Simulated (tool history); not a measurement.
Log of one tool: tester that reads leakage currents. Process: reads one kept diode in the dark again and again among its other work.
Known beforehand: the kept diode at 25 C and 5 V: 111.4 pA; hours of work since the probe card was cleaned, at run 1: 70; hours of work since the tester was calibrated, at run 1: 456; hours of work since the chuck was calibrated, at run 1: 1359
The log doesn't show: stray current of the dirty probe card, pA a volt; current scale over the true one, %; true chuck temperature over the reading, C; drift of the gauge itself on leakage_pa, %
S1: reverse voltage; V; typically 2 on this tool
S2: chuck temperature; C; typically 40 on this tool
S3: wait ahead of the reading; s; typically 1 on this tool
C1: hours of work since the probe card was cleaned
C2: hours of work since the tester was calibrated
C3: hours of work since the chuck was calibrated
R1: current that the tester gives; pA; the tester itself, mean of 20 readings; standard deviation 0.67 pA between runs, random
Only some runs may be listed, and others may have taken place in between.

{"run": 1, "hour": 0.0, "S1": 2, "S2": 40, "S3": 1, "C1": 70, "C2": 456, "C3": 1359, "R1": 255.3}
{"run": 2, "hour": 46.9, "S1": 2, "S2": 40, "S3": 1, "C1": 103, "C2": 489, "C3": 1393, "R1": 257.07}
{"run": 3, "hour": 95.7, "S1": 2, "S2": 40, "S3": 1, "C1": 138, "C2": 523, "C3": 1427, "R1": 257.71}
{"hour": 136.9, "done": "chuck's temperature calibrated"}
{"run": 4, "hour": 142.2, "S1": 2, "S2": 40, "S3": 1, "C1": 170, "C2": 555, "C3": 4, "R1": 224.97}
{"run": 5, "hour": 165.5, "S1": 11.97, "S2": 40, "S3": 1, "C1": 186, "C2": 571, "C3": 20, "R1": 537.75}
{"run": 6, "hour": 190.0, "S1": 5.38, "S2": 40, "S3": 1, "C1": 203, "C2": 589, "C3": 38, "R1": 363.67}
{"run": 7, "hour": 215.6, "S1": 5.38, "S2": 24, "S3": 2.29, "C1": 221, "C2": 607, "C3": 56, "R1": 108.58}
{"run": 8, "hour": 259.3, "S1": 5.38, "S2": 24, "S3": 2.29, "C1": 252, "C2": 638, "C3": 87, "R1": 108.03}
{"run": 9, "hour": 305.1, "S1": 11.95, "S2": 40, "S3": 1, "C1": 285, "C2": 670, "C3": 119, "R1": 541.03}
{"run": 10, "hour": 332.0, "S1": 11.95, "S2": 40, "S3": 1, "C1": 304, "C2": 689, "C3": 138, "R1": 544.97}
{"run": 11, "hour": 377.1, "S1": 11.95, "S2": 40, "S3": 1, "C1": 336, "C2": 721, "C3": 170, "R1": 547.27}
{"run": 12, "hour": 427.0, "S1": 4.23, "S2": 33, "S3": 1.2, "C1": 371, "C2": 756, "C3": 205, "R1": 197.63}

What if the next run were any one of these 4? Each begins from the tool's condition after run 12:
{"run": "A", "hour": 447.3, "S1": 2.04, "S2": 27, "S3": 8.71, "C1": 385, "C2": 771, "C3": 220, "R1": "?"}
{"run": "B", "hour": 447.3, "S1": 4.23, "S2": 33, "S3": 0.88, "C1": 385, "C2": 771, "C3": 220, "R1": "?"}
{"run": "C", "hour": 447.3, "S1": 4.23, "S2": 27, "S3": 1.2, "C1": 385, "C2": 771, "C3": 220, "R1": "?"}
{"run": "D", "hour": 447.3, "S1": 2, "S2": 26, "S3": 3.49, "C1": 385, "C2": 771, "C3": 220, "R1": "?"}

run=A R1=86.85
run=B R1=197.37
run=C R1=124.66
run=D R1=79.63
With no hidden state in the tool, these same runs would have given:
run=A R1=84.34
run=B R1=191.94
run=C R1=120.99
run=D R1=77.3
